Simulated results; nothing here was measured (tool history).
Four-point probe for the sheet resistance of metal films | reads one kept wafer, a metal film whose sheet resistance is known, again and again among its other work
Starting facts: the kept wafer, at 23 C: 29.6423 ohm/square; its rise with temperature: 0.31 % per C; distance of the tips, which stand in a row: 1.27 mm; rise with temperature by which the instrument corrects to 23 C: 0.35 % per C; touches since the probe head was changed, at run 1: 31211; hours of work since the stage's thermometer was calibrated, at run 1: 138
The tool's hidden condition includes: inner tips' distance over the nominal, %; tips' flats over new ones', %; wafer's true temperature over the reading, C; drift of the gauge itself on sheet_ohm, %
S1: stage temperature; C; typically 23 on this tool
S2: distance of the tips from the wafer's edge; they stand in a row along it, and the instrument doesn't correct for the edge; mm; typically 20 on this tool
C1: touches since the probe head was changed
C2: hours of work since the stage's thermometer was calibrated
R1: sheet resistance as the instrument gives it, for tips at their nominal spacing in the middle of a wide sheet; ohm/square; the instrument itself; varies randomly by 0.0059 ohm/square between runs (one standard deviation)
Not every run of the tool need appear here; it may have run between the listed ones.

{"run": 1, "hour": 0.0, "S1": 23, "S2": 20, "C1": 31211, "C2": 138, "R1": 29.705172}
{"run": 2, "hour": 39.4, "S1": 23, "S2": 20, "C1": 32035, "C2": 160, "R1": 29.70766}
{"run": 3, "hour": 76.6, "S1": 25, "S2": 20, "C1": 32812, "C2": 180, "R1": 29.686085}
{"run": 4, "hour": 103.0, "S1": 25, "S2": 20, "C1": 33362, "C2": 195, "R1": 29.695133}
{"run": 5, "hour": 144.8, "S1": 25, "S2": 20, "C1": 34235, "C2": 218, "R1": 29.685895}
{"run": 6, "hour": 173.0, "S1": 23, "S2": 20, "C1": 34825, "C2": 233, "R1": 29.715427}
{"run": 7, "hour": 203.2, "S1": 23, "S2": 20, "C1": 35457, "C2": 250, "R1": 29.71243}
{"run": 8, "hour": 243.1, "S1": 23, "S2": 20, "C1": 36289, "C2": 272, "R1": 29.718353}
{"run": 9, "hour": 262.6, "S1": 23, "S2": 20, "C1": 36696, "C2": 282, "R1": 29.711601}
{"run": 10, "hour": 282.9, "S1": 30, "S2": 20, "C1": 37120, "C2": 294, "R1": 29.62708}
{"run": 11, "hour": 303.3, "S1": 30, "S2": 20, "C1": 37546, "C2": 305, "R1": 29.6351}
{"run": 12, "hour": 347.7, "S1": 30, "S2": 20, "C1": 38473, "C2": 329, "R1": 29.622962}
{"run": 13, "hour": 375.0, "S1": 25, "S2": 20, "C1": 39046, "C2": 344, "R1": 29.689741}
{"run": 14, "hour": 413.6, "S1": 25, "S2": 20, "C1": 39850, "C2": 365, "R1": 29.690753}
{"run": 15, "hour": 446.3, "S1": 23, "S2": 35, "C1": 40534, "C2": 383, "R1": 29.651338}
{"run": 16, "hour": 472.9, "S1": 23, "S2": 20, "C1": 41089, "C2": 398, "R1": 29.714765}
{"run": 17, "hour": 495.3, "S1": 23, "S2": 20, "C1": 41558, "C2": 410, "R1": 29.71182}
{"run": 18, "hour": 514.2, "S1": 23, "S2": 20, "C1": 41951, "C2": 421, "R1": 29.705731}
{"run": 19, "hour": 553.1, "S1": 23, "S2": 20, "C1": 42766, "C2": 442, "R1": 29.695797}
{"run": 20, "hour": 582.9, "S1": 25, "S2": 20, "C1": 43388, "C2": 458, "R1": 29.68344}
{"run": 21, "hour": 624.9, "S1": 32, "S2": 55, "C1": 44266, "C2": 482, "R1": 29.545857}
{"run": 22, "hour": 666.9, "S1": 33, "S2": 6, "C1": 45143, "C2": 505, "R1": 30.221107}
{"run": 23, "hour": 701.3, "S1": 33, "S2": 6, "C1": 45861, "C2": 524, "R1": 30.213057}
{"run": 24, "hour": 724.7, "S1": 33, "S2": 11, "C1": 46350, "C2": 536, "R1": 29.743062}
{"run": 25, "hour": 761.5, "S1": 29, "S2": 3, "C1": 47118, "C2": 557, "R1": 32.14856}
{"run": 26, "hour": 803.1, "S1": 30, "S2": 5, "C1": 47987, "C2": 579, "R1": 30.547643}
{"run": 27, "hour": 830.4, "S1": 35, "S2": 10, "C1": 48557, "C2": 594, "R1": 29.75775}
{"run": 28, "hour": 852.7, "S1": 35, "S2": 10, "C1": 49023, "C2": 607, "R1": 29.755488}
{"run": 29, "hour": 877.0, "S1": 20, "S2": 23, "C1": 49532, "C2": 620, "R1": 29.724688}
{"run": 30, "hour": 909.2, "S1": 18, "S2": 8, "C1": 50203, "C2": 638, "R1": 30.108275}
{"run": 31, "hour": 938.1, "S1": 18, "S2": 8, "C1": 50808, "C2": 654, "R1": 30.105096}
{"run": 32, "hour": 963.7, "S1": 23, "S2": 6, "C1": 51342, "C2": 668, "R1": 30.341687}
{"run": 33, "hour": 997.5, "S1": 23, "S2": 6, "C1": 52048, "C2": 686, "R1": 30.347717}
{"run": 34, "hour": 1020.4, "S1": 19, "S2": 7, "C1": 52527, "C2": 699, "R1": 30.21202}
{"run": 35, "hour": 1052.4, "S1": 30, "S2": 5, "C1": 53196, "C2": 717, "R1": 30.553126}
{"run": 36, "hour": 1088.4, "S1": 20, "S2": 66, "C1": 53947, "C2": 736, "R1": 29.676744}
{"run": 37, "hour": 1123.8, "S1": 19, "S2": 38, "C1": 54686, "C2": 756, "R1": 29.707355}
{"run": 38, "hour": 1147.6, "S1": 26, "S2": 10, "C1": 55185, "C2": 769, "R1": 29.868522}

Branching from run 38: 4 alternative next runs. What would each branch give?
{"run": "A", "hour": 1168.6, "S1": 33, "S2": 23, "C1": 55622, "C2": 780, "R1": "?"}
{"run": "B", "hour": 1168.6, "S1": 23, "S2": 4, "C1": 55622, "C2": 780, "R1": "?"}
{"run": "C", "hour": 1168.6, "S1": 21, "S2": 62, "C1": 55622, "C2": 780, "R1": "?"}
{"run": "D", "hour": 1168.6, "S1": 33, "S2": 4, "C1": 55622, "C2": 780, "R1": "?"}

run=A R1=29.581858
run=B R1=31.153719
run=C R1=29.671331
run=D R1=31.040999
With no hidden state in the tool, these same runs would have given:
run=A R1=29.581308
run=B R1=31.153138
run=C R1=29.670774
run=D R1=31.040425

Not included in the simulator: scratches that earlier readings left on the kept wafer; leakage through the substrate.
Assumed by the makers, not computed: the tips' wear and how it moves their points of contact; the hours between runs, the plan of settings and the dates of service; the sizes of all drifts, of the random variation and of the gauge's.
